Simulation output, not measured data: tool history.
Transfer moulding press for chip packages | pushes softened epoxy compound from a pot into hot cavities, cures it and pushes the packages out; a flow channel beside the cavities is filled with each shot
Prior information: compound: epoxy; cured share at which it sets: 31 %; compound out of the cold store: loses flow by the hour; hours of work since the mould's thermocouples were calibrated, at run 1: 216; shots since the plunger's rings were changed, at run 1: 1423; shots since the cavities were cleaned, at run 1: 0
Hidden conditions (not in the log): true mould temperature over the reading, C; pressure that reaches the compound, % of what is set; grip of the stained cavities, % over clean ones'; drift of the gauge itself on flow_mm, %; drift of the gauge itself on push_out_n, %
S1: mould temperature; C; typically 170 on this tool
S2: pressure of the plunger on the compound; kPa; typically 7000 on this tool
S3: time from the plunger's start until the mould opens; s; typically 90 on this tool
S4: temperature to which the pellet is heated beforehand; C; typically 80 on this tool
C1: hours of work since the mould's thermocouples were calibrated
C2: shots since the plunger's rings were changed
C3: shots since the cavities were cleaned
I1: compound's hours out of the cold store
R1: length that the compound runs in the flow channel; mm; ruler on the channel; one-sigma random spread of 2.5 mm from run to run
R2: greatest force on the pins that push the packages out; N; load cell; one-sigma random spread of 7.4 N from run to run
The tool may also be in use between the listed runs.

| run | hour | S1 | S2 | S3 | S4 | C1 | C2 | C3 | I1 | R1 | R2 |
|---|---|---|---|---|---|---|---|---|---|---|---|
| 1 | 0 | 170 | 7000 | 90 | 80 | 216 | 1423 | 0 | 35 | 673 | 313 |
| 2 | 21.6 | 170 | 7000 | 90 | 80 | 230 | 1719 | 296 | 17.8 | 724 | 390 |
| 3 | 53.8 | 170 | 7000 | 90 | 80 | 251 | 2162 | 739 | 47.8 | 634 | 455 |
|  | 80.2 | cavities cleaned with cleaning compound and waxed |
| 4 | 82 | 170 | 7000 | 90 | 80 | 268 | 2529 | 25 | 43.5 | 644 | 314 |
| 5 | 105.5 | 170 | 7000 | 90 | 80 | 284 | 2852 | 348 | 40 | 652 | 392 |
|  | 110.3 | plunger's sealing rings changed |
| 6 | 131.9 | 170 | 7000 | 90 | 73 | 299 | 296 | 675 | 44.1 | 656 | 440 |
|  | 162.3 | cavities cleaned with cleaning compound and waxed |
| 7 | 167.6 | 170 | 7000 | 90 | 73 | 321 | 767 | 73 | 44.1 | 649 | 329 |
| 8 | 183.1 | 170 | 8250 | 90 | 80 | 331 | 980 | 286 | 43.6 | 708 | 377 |
|  | 187.7 | mould's thermocouples calibrated |
| 9 | 221.1 | 170 | 8250 | 129 | 80 | 22 | 1474 | 780 | 18.1 | 787 | 404 |
|  | 243.6 | cavities cleaned with cleaning compound and waxed |
| 10 | 258.7 | 170 | 7000 | 74 | 80 | 45 | 1970 | 207 | 25.7 | 700 | 484 |
| 11 | 294.6 | 170 | 7000 | 74 | 80 | 68 | 2464 | 701 | 28.7 | 683 | 588 |
|  | 323.1 | cavities cleaned with cleaning compound and waxed |
| 12 | 323.1 | 170 | 7000 | 74 | 80 | 86 | 2834 | 0 | 38.5 | 658 | 404 |
|  | 328 | plunger's sealing rings changed |
| 13 | 351 | 170 | 5300 | 90 | 80 | 102 | 317 | 350 | 34.5 | 595 | 386 |

For run 14, what comes out?
| 14 | 370.7 | 170 | 5300 | 90 | 80 | 115 | 587 | 620 | 46 | ? | ? |

R1: 562 mm
R2: 411 N
If the tool had no hidden condition, the same run with the same run-to-run variation would have returned R1 568 mm, R2 289 N.
